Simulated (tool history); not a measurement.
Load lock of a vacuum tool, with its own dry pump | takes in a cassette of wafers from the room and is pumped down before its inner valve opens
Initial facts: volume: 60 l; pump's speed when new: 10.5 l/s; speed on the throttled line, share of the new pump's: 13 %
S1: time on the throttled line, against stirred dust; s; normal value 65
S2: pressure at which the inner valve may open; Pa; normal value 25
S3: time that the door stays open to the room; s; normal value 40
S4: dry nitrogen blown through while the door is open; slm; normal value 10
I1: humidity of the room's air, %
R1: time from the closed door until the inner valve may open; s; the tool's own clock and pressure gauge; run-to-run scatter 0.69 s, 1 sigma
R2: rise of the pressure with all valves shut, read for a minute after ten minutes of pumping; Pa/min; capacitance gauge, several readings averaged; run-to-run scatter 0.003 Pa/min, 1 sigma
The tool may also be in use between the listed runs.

{"run": 1, "hour": 0.0, "S1": 65, "S2": 25, "S3": 40, "S4": 10, "I1": 43.5, "R1": 104.5, "R2": 0.031}
{"run": 2, "hour": 359.9, "S1": 65, "S2": 25, "S3": 40, "S4": 10, "I1": 43.7, "R1": 104.0, "R2": 0.025}
{"run": 3, "hour": 748.7, "S1": 65, "S2": 25, "S3": 40, "S4": 10, "I1": 46.0, "R1": 105.3, "R2": 0.028}
{"run": 4, "hour": 1075.5, "S1": 65, "S2": 25, "S3": 31, "S4": 10, "I1": 46.6, "R1": 103.7, "R2": 0.027}
{"run": 5, "hour": 1414.6, "S1": 65, "S2": 25, "S3": 40, "S4": 10, "I1": 46.9, "R1": 104.8, "R2": 0.037}
{"hour": 1797.1, "done": "door's seal changed, seat wiped"}
{"run": 6, "hour": 1801.8, "S1": 108, "S2": 25, "S3": 40, "S4": 10, "I1": 42.5, "R1": 141.9, "R2": 0.025}
{"run": 7, "hour": 2081.7, "S1": 108, "S2": 25, "S3": 40, "S4": 10, "I1": 46.9, "R1": 142.0, "R2": 0.029}
{"run": 8, "hour": 2463.4, "S1": 65, "S2": 25, "S3": 40, "S4": 10, "I1": 43.5, "R1": 105.1, "R2": 0.025}
{"run": 9, "hour": 2719.4, "S1": 65, "S2": 25, "S3": 40, "S4": 10, "I1": 46.3, "R1": 102.9, "R2": 0.023}
{"run": 10, "hour": 3036.0, "S1": 65, "S2": 25, "S3": 40, "S4": 10, "I1": 43.4, "R1": 105.2, "R2": 0.031}
{"run": 11, "hour": 3390.1, "S1": 65, "S2": 25, "S3": 40, "S4": 10, "I1": 45.9, "R1": 104.8, "R2": 0.028}
{"run": 12, "hour": 3600.3, "S1": 65, "S2": 25, "S3": 40, "S4": 10, "I1": 43.7, "R1": 104.2, "R2": 0.027}
{"run": 13, "hour": 3977.8, "S1": 65, "S2": 25, "S3": 40, "S4": 22, "I1": 44.7, "R1": 104.7, "R2": 0.023}
{"run": 14, "hour": 4182.6, "S1": 65, "S2": 19, "S3": 40, "S4": 10, "I1": 45.7, "R1": 105.8, "R2": 0.031}
{"run": 15, "hour": 4389.5, "S1": 65, "S2": 25, "S3": 40, "S4": 10, "I1": 39.2, "R1": 103.7, "R2": 0.022}
{"run": 16, "hour": 4744.8, "S1": 65, "S2": 25, "S3": 40, "S4": 10, "I1": 43.8, "R1": 102.9, "R2": 0.026}
{"run": 17, "hour": 4952.7, "S1": 65, "S2": 25, "S3": 41, "S4": 10, "I1": 45.5, "R1": 104.3, "R2": 0.028}
{"run": 18, "hour": 5132.1, "S1": 65, "S2": 42, "S3": 40, "S4": 10, "I1": 45.8, "R1": 101.6, "R2": 0.03}
{"run": 19, "hour": 5351.6, "S1": 65, "S2": 25, "S3": 40, "S4": 10, "I1": 44.2, "R1": 104.6, "R2": 0.026}
{"run": 20, "hour": 5573.9, "S1": 65, "S2": 25, "S3": 40, "S4": 10, "I1": 43.8, "R1": 105.2, "R2": 0.03}
{"run": 21, "hour": 5836.2, "S1": 65, "S2": 34, "S3": 40, "S4": 10, "I1": 40.5, "R1": 103.1, "R2": 0.026}
{"run": 22, "hour": 6092.6, "S1": 65, "S2": 34, "S3": 40, "S4": 10, "I1": 42.8, "R1": 101.8, "R2": 0.031}
{"run": 23, "hour": 6478.0, "S1": 65, "S2": 30, "S3": 40, "S4": 9, "I1": 39.3, "R1": 102.4, "R2": 0.024}
{"run": 24, "hour": 6650.3, "S1": 130, "S2": 30, "S3": 85, "S4": 9, "I1": 45.6, "R1": 159.1, "R2": 0.047}
{"run": 25, "hour": 6986.1, "S1": 65, "S2": 25, "S3": 40, "S4": 44, "I1": 48.2, "R1": 103.3, "R2": 0.023}
{"run": 26, "hour": 7198.7, "S1": 36, "S2": 25, "S3": 30, "S4": 9, "I1": 46.5, "R1": 79.4, "R2": 0.028}
{"run": 27, "hour": 7431.4, "S1": 36, "S2": 25, "S3": 30, "S4": 9, "I1": 49.0, "R1": 79.3, "R2": 0.029}
{"run": 28, "hour": 7817.8, "S1": 65, "S2": 25, "S3": 40, "S4": 8, "I1": 45.2, "R1": 104.5, "R2": 0.029}
{"run": 29, "hour": 8129.8, "S1": 65, "S2": 25, "S3": 40, "S4": 15, "I1": 43.3, "R1": 104.0, "R2": 0.023}
{"run": 30, "hour": 8424.7, "S1": 33, "S2": 31, "S3": 31, "S4": 15, "I1": 43.1, "R1": 75.3, "R2": 0.023}
{"run": 31, "hour": 8675.3, "S1": 33, "S2": 31, "S3": 31, "S4": 15, "I1": 42.3, "R1": 75.3, "R2": 0.022}
{"run": 32, "hour": 8847.4, "S1": 64, "S2": 40, "S3": 176, "S4": 5, "I1": 45.5, "R1": 100.0, "R2": 0.083}
{"run": 33, "hour": 9200.1, "S1": 65, "S2": 32, "S3": 142, "S4": 36, "I1": 43.1, "R1": 102.7, "R2": 0.038}
{"run": 34, "hour": 9567.8, "S1": 89, "S2": 25, "S3": 154, "S4": 10, "I1": 47.8, "R1": 124.8, "R2": 0.072}
{"run": 35, "hour": 9841.3, "S1": 89, "S2": 41, "S3": 93, "S4": 10, "I1": 46.5, "R1": 121.5, "R2": 0.053}
{"run": 36, "hour": 10143.2, "S1": 65, "S2": 25, "S3": 40, "S4": 38, "I1": 46.6, "R1": 103.7, "R2": 0.019}
{"run": 37, "hour": 10376.1, "S1": 62, "S2": 25, "S3": 126, "S4": 37, "I1": 48.0, "R1": 101.2, "R2": 0.041}
{"run": 38, "hour": 10663.9, "S1": 62, "S2": 25, "S3": 126, "S4": 37, "I1": 51.3, "R1": 101.0, "R2": 0.048}

Branching from run 38: 3 alternative next runs. What would each branch give?
{"run": "A", "hour": 11050.5, "S1": 62, "S2": 28, "S3": 127, "S4": 13, "I1": 43.6, "R1": "?", "R2": "?"}
{"run": "B", "hour": 11050.5, "S1": 62, "S2": 25, "S3": 73, "S4": 5, "I1": 46.3, "R1": "?", "R2": "?"}
{"run": "C", "hour": 11050.5, "S1": 62, "S2": 25, "S3": 117, "S4": 37, "I1": 43.4, "R1": "?", "R2": "?"}

run=A R1=100.8 R2=0.051
run=B R1=101.5 R2=0.046
run=C R1=101.5 R2=0.035
With the hidden condition removed and each run's random variation left untouched, the same runs would have given:
run=A R1=100.8 R2=0.051
run=B R1=101.5 R2=0.046
run=C R1=101.5 R2=0.034
